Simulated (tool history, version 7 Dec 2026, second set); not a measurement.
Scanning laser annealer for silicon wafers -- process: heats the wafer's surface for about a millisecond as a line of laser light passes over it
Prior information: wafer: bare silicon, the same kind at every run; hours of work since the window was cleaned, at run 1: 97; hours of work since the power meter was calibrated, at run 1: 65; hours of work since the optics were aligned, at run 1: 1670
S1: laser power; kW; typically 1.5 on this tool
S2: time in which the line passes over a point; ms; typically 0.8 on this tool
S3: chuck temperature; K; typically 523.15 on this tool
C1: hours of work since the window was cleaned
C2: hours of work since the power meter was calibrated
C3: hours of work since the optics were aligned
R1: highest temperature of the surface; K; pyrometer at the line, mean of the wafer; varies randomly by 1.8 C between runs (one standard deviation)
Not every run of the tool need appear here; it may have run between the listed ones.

run	hour	S1	S2	S3	C1	C2	C3	R1
1	0	1.5	0.8	523.15	97	65	1670	1296.15
2	10.7	1.5	0.8	507.15	103	72	1677	1274.15
3	27.8	1.5	0.8	507.15	114	83	1688	1274.15
4	39.5	1.5	0.8	523.15	122	90	1695	1294.15
5	51.5	1.5	0.8	523.15	129	98	1703	1294.15
6	68	1.5	0.8	523.15	140	109	1713	1295.15
7	84.6	1.5	0.8	523.15	151	119	1724	1293.15
8	93.8	1.5	0.8	523.15	157	125	1730	1290.15
9	111.1	1.5	0.585	523.15	168	136	1741	1173.15
10	120.5	1.5	0.585	523.15	174	142	1747	1173.15
11	137.6	1.5	0.8	523.15	185	153	1758	1290.15
12	146.9	1.5	0.8	539.15	191	159	1764	1308.15
13	156.2	1.5	0.8	539.15	196	165	1770	1304.15
14	169.3	1.5	0.8	539.15	205	173	1778	1302.15
15	183.8	1.349	0.8	539.15	214	183	1787	1228.15
16	201.8	1.283	0.8	523.15	226	194	1799	1181.15
17	211.2	1.283	0.8	523.15	232	200	1805	1179.15
18	219.1	1.283	0.8	523.15	237	205	1810	1177.15
19	231.2	1.283	0.8	523.15	245	213	1818	1174.15
20	242.4	1.389	0.8	523.15	252	220	1825	1228.15
21	255.5	1.5	0.8	529.15	260	229	1833	1295.15
22	272.2	1.296	0.568	493.15	271	239	1844	1040.15
23	289.1	1.284	0.964	512.15	282	250	1855	1233.15
24	298.1	1.54	0.8	485.15	287	256	1861	1267.15
25	309.3	1.302	0.747	508.15	294	263	1868	1144.15
26	323	1.302	0.692	490.15	303	272	1876	1101.15
27	332.2	1.582	0.659	532.15	309	278	1882	1257.15
28	349.8	1.5	0.814	504.15	320	289	1894	1271.15
29	366.8	1.328	0.8	493.15	331	300	1905	1165.15
30	378.7	1.5	0.674	511.15	339	307	1912	1202.15
31	396	1.5	0.674	511.15	350	319	1923	1200.15
32	414.1	1.649	0.923	523.15	362	330	1935	1424.15
33	428.6	1.51	0.8	503.15	371	339	1944	1265.15
34	443.2	1.51	0.8	503.15	380	349	1953	1262.15
# hour 461.3: window over the wafer cleaned
35	462.1	1.5	0.809	513.15	1	360	1964	1295.15
# hour 469.9: optics aligned, line set to its width
36	479.4	1.305	0.753	528.15	8	367	6	1193.15
37	495.6	1.305	0.753	528.15	19	378	16	1192.15
38	509.4	1.305	0.753	528.15	28	387	25	1193.15
39	527.8	1.5	0.839	556.15	39	398	37	1363.15
40	545.6	1.639	0.599	529.15	51	410	48	1266.15
41	563.5	1.5	0.632	523.15	62	421	60	1217.15

Below are 4 alternative next runs, each starting from the tool's condition after run 41. Predict each:
A	581.6	1.285	0.632	497.15	74	433	72	?
B	581.6	1.447	0.632	523.15	74	433	72	?
C	581.6	1.639	0.632	526.15	74	433	72	?
D	581.6	1.5	0.8	514.15	74	433	72	?

run	R1
A	1092.15
B	1192.15
C	1285.15
D	1299.15
The same runs, with their run-to-run variation unchanged, on a tool lacking any hidden condition would have given:
run	R1
A	1092.15
B	1192.15
C	1285.15
D	1299.15

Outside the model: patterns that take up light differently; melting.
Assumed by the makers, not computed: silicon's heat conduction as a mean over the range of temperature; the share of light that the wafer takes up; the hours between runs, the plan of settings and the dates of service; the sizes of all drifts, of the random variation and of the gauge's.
